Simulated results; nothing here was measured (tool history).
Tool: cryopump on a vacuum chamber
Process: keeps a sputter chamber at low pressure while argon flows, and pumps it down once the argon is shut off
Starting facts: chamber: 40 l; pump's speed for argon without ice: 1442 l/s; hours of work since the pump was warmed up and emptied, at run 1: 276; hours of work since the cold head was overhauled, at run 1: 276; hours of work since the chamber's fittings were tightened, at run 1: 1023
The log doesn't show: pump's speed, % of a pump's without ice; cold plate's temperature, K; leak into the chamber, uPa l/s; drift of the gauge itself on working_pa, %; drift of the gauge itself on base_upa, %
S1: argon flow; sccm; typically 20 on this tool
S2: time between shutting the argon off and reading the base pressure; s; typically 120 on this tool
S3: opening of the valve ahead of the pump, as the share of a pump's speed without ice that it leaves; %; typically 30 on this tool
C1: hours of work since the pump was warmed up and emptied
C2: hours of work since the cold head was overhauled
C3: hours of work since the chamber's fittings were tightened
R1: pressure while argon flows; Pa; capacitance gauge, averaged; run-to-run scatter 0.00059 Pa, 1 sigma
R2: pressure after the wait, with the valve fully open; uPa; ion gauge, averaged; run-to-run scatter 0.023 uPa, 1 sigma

run,day,S1,S2,S3,C1,C2,C3,R1,R2
1,0.000,20,120,30,276,276,1023,0.0816,1.34
2,1.000,20,120,30,287,287,1034,0.0803,1.28
3,1.921,20,120,30,297,297,1044,0.0805,1.34
4,2.646,20,120,49,305,305,1052,0.0507,1.33
5,3.496,33,120,49,315,315,1061,0.0828,1.34
6,4.521,33,120,49,326,326,1073,0.0827,1.33
7,5.267,33,120,49,334,334,1081,0.0830,1.32
8,5.804,17,120,49,340,340,1087,0.0428,1.39
9,6.788,17,120,49,351,351,1098,0.0419,1.40
10,7.679,17,120,49,361,361,1108,0.0435,1.32
11,8.342,17,120,49,368,368,1115,0.0432,1.38
12,9.050,20,120,30,376,376,1123,0.0812,1.33
13,9.983,20,120,35,387,387,1133,0.0699,1.42
14,10.458,20,120,30,392,392,1139,0.0805,1.40
15,11.221,20,120,30,400,400,1147,0.0810,1.36
16,12.271,20,120,30,412,412,1159,0.0818,1.38
17,13.071,20,120,30,421,421,1168,0.0807,1.41
18,14.000,20,120,30,431,431,1178,0.0805,1.46
19,14.600,15,48,30,438,438,1185,0.0613,2.25
20,15.208,15,48,30,445,445,1191,0.0609,2.24
21,15.654,25,238,24,449,449,1196,0.1261,1.21
22,16.308,25,238,24,457,457,1203,0.1277,1.19
23,17.162,40,238,44,466,466,1213,0.1129,1.19
24,17.642,21,56,30,471,471,1218,0.0864,2.03
25,18.096,21,56,30,477,477,1223,0.0854,2.10
26,18.892,21,56,30,485,485,1232,0.0853,2.11
27,19.588,21,56,30,493,493,1240,0.0863,2.05
28,20.438,21,190,57,502,502,1249,0.0462,1.26
29,21.025,21,190,17,509,509,1256,0.1496,1.25
30,21.725,11,66,56,517,517,1263,0.0242,1.98
31,22.717,20,57,56,528,528,1274,0.0461,2.08
32,23.333,20,57,56,535,535,1281,0.0463,2.04
33,24.046,31,53,30,542,542,1289,0.1274,2.20
34,24.850,20,120,40,551,551,1298,0.0622,1.53

Table of differences, measured result less the result of that run with no hidden state. Run-to-run variation is the same in both. Gauge scatter possibly is not:
run,R1,R2
1,+0.0019,+0.58
2,+0.0019,+0.57
3,+0.0020,+0.59
4,+0.0021,+0.59
5,+0.0035,+0.60
6,+0.0036,+0.60
7,+0.0038,+0.61
8,+0.0020,+0.63
9,+0.0021,+0.63
10,+0.0021,+0.61
11,+0.0022,+0.63
12,+0.0026,+0.63
13,+0.0027,+0.65
14,+0.0027,+0.66
15,+0.0028,+0.64
16,+0.0029,+0.66
17,+0.0029,+0.68
18,+0.0030,+0.70
19,+0.0023,+0.70
20,+0.0023,+0.69
21,+0.0039,+0.71
22,+0.0041,+0.70
23,+0.0067,+0.72
24,+0.0035,+0.72
25,+0.0036,+0.73
26,+0.0037,+0.72
27,+0.0037,+0.72
28,+0.0038,+0.76
29,+0.0038,+0.74
30,+0.0020,+0.77
31,+0.0038,+0.76
32,+0.0039,+0.75
33,+0.0061,+0.79
34,+0.0040,+0.79

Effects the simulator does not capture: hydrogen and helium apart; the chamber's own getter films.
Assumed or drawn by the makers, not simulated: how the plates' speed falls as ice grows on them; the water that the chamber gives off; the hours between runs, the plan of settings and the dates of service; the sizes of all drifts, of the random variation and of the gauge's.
